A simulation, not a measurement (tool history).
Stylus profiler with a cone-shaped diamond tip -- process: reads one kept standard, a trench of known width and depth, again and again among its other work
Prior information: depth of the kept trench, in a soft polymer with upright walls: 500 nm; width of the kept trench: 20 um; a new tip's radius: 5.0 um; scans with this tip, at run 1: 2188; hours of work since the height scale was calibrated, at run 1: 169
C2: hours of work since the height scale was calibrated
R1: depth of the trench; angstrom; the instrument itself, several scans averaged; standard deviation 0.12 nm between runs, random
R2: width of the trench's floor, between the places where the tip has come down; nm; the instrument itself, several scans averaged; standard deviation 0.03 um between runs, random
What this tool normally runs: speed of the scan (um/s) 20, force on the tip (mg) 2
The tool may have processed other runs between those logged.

Run 1, hour 0: usual settings; scans with this tip 2188; C2 169. Result: R1 5046.8 angstrom, R2 15410 nm.
Run 2, hour 14.7: usual settings; scans with this tip 2270; C2 176. Result: R1 5046.7 angstrom, R2 15360 nm.
Run 3, hour 26.6: usual settings; scans with this tip 2336; C2 181. Result: R1 5046.7 angstrom, R2 15420 nm.
Run 4, hour 42.6: usual settings; scans with this tip 2425; C2 187. Result: R1 5047.9 angstrom, R2 15360 nm.
Run 5, hour 60.9: usual settings; scans with this tip 2526; C2 195. Result: R1 5046.7 angstrom, R2 15370 nm.
Run 6, hour 77.5: usual settings; scans with this tip 2618; C2 202. Result: R1 5046.2 angstrom, R2 15420 nm.
Run 7, hour 104.2: usual settings but speed of the scan (um/s) 22; scans with this tip 2767; C2 214. Result: R1 5047.8 angstrom, R2 15300 nm.
Run 8, hour 126.1: usual settings; scans with this tip 2888; C2 223. Result: R1 5045.1 angstrom, R2 15360 nm.
Run 9, hour 142.3: usual settings but force on the tip (mg) 0.99; scans with this tip 2978; C2 230. Result: R1 5028.9 angstrom, R2 15290 nm.
Run 10, hour 154.8: usual settings but force on the tip (mg) 0.99; scans with this tip 3047; C2 236. Result: R1 5029.5 angstrom, R2 15320 nm.
At hour 157.7: height scale calibrated on a step standard.
Run 11, hour 171.9: usual settings but speed of the scan (um/s) 64; scans with this tip 3139; C2 6. Result: R1 5047.5 angstrom, R2 15050 nm.
Run 12, hour 199: usual settings but speed of the scan (um/s) 64; scans with this tip 3289; C2 18. Result: R1 5046.9 angstrom, R2 15060 nm.
Run 13, hour 224.1: usual settings but speed of the scan (um/s) 6; scans with this tip 3429; C2 28. Result: R1 5049.2 angstrom, R2 15320 nm.
Run 14, hour 251: usual settings but force on the tip (mg) 4.11; scans with this tip 3578; C2 40. Result: R1 5074.5 angstrom, R2 15350 nm.
Run 15, hour 266.5: usual settings but speed of the scan (um/s) 13, force on the tip (mg) 2.22; scans with this tip 3664; C2 47. Result: R1 5048.9 angstrom, R2 15350 nm.
At hour 279.6: height scale calibrated on a step standard, once more.
Run 16, hour 282.2: usual settings but speed of the scan (um/s) 13, force on the tip (mg) 2.22; scans with this tip 3749; C2 1. Result: R1 5050.9 angstrom, R2 15320 nm.
Run 17, hour 302.5: usual settings but speed of the scan (um/s) 8, force on the tip (mg) 1.6; scans with this tip 3861; C2 10. Result: R1 5043.4 angstrom, R2 15380 nm.
Run 18, hour 326.3: usual settings but speed of the scan (um/s) 8, force on the tip (mg) 1.6; scans with this tip 3993; C2 20. Result: R1 5043 angstrom, R2 15290 nm.
Run 19, hour 338.4: usual settings but speed of the scan (um/s) 8, force on the tip (mg) 1.6; scans with this tip 4060; C2 25. Result: R1 5042.5 angstrom, R2 15290 nm.
Run 20, hour 365.1: usual settings but speed of the scan (um/s) 29, force on the tip (mg) 0.97; scans with this tip 4208; C2 37. Result: R1 5031.6 angstrom, R2 15150 nm.
Run 21, hour 384.6: usual settings but speed of the scan (um/s) 52, force on the tip (mg) 4.47; scans with this tip 4316; C2 45. Result: R1 5083 angstrom, R2 15110 nm.
Run 22, hour 412.9: usual settings but speed of the scan (um/s) 14, force on the tip (mg) 1.17; scans with this tip 4474; C2 57. Result: R1 5036.7 angstrom, R2 15160 nm.
Run 23, hour 428.2: usual settings but speed of the scan (um/s) 22, force on the tip (mg) 2.94; scans with this tip 4559; C2 64. Result: R1 5060.7 angstrom, R2 15230 nm.
Run 24, hour 456.1: usual settings but speed of the scan (um/s) 22, force on the tip (mg) 2.94; scans with this tip 4713; C2 76. Result: R1 5064.1 angstrom, R2 15170 nm.
Run 25, hour 476.4: usual settings but speed of the scan (um/s) 6, force on the tip (mg) 3.46; scans with this tip 4826; C2 84. Result: R1 5070.7 angstrom, R2 15220 nm.
Run 26, hour 490.5: usual settings but speed of the scan (um/s) 6, force on the tip (mg) 3.46; scans with this tip 4904; C2 90. Result: R1 5070.4 angstrom, R2 15250 nm.
Run 27, hour 507.4: usual settings but speed of the scan (um/s) 14, force on the tip (mg) 1.57; scans with this tip 4998; C2 98. Result: R1 5042.9 angstrom, R2 15190 nm.

For each run, the measured value with the value that run would have given without the tool's hidden condition subtracted. The run-to-run variation is shared by both, the gauge scatter possibly not:
The hidden state here: radius of the tip, um; height scale over the true one, %; drift of the gauge itself on depth_nm, %; drift of the gauge itself on floor_um, %.
run    R1    R2
  1  +0.7  -140
  2  +0.8  -140
  3  +0.9  -150
  4  +0.9  -160
  5    +1  -170
  6  +1.1  -180
  7  +1.2  -190
  8  +1.3  -200
  9  +1.4  -210
 10  +1.4  -220
 11  +1.7  -230
 12  +1.9  -240
 13    +2  -250
 14  +2.1  -260
 15  +2.2  -270
 16    +3  -280
 17  +3.1  -290
 18  +3.2  -300
 19  +3.2  -310
 20  +3.4  -320
 21  +3.4  -330
 22  +3.6  -350
 23  +3.6  -350
 24  +3.8  -360
 25  +3.8  -380
 26  +3.9  -380
 27    +4  -390
